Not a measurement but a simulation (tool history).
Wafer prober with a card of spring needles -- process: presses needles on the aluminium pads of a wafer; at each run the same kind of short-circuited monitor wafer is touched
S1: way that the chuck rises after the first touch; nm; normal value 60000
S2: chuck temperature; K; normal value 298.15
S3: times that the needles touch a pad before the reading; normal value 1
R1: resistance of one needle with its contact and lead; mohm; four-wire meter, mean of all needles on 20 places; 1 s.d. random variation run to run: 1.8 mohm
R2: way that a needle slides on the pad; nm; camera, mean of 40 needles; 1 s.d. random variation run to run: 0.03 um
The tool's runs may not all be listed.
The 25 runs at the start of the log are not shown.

run   hour     S1      S2  S3   R1     R2
       336  -- tips cleaned on abrasive film
 26  336.7  71000  359.15   3  204  15220
 27  344.9  71000  359.15   3  204  15210
 28  353.6  60000  298.15   1  193  12840
     361.4  -- tips cleaned on abrasive film
 29  363.3  42000  306.15   1  203   9020
 30  378.4  41000  322.15   1  206   8810
     387.8  -- tips cleaned on abrasive film
 31  396.9  47000  298.15   2  198  10080
 32    405  47000  298.15   2  198  10090
       413  -- tips cleaned on abrasive film
 33  415.8  47000  298.15   2  198  10090

Alternative continuations, all from the tool just after run 33; predict every row:
  A   424  60000  298.15   2   ?   ?
  B   424  60000  298.15   2   ?   ?
  C   424  42000  384.15   1   ?   ?
  D   424  52000  365.15   2   ?   ?

run   R1     R2
  A  194  12870
  B  194  12890
  C  224   9010
  D  213  11160
The same runs, with their run-to-run variation unchanged, on a tool lacking any hidden condition would have given:
run   R1     R2
  A  194  12870
  B  194  12900
  C  223   9010
  D  213  11160
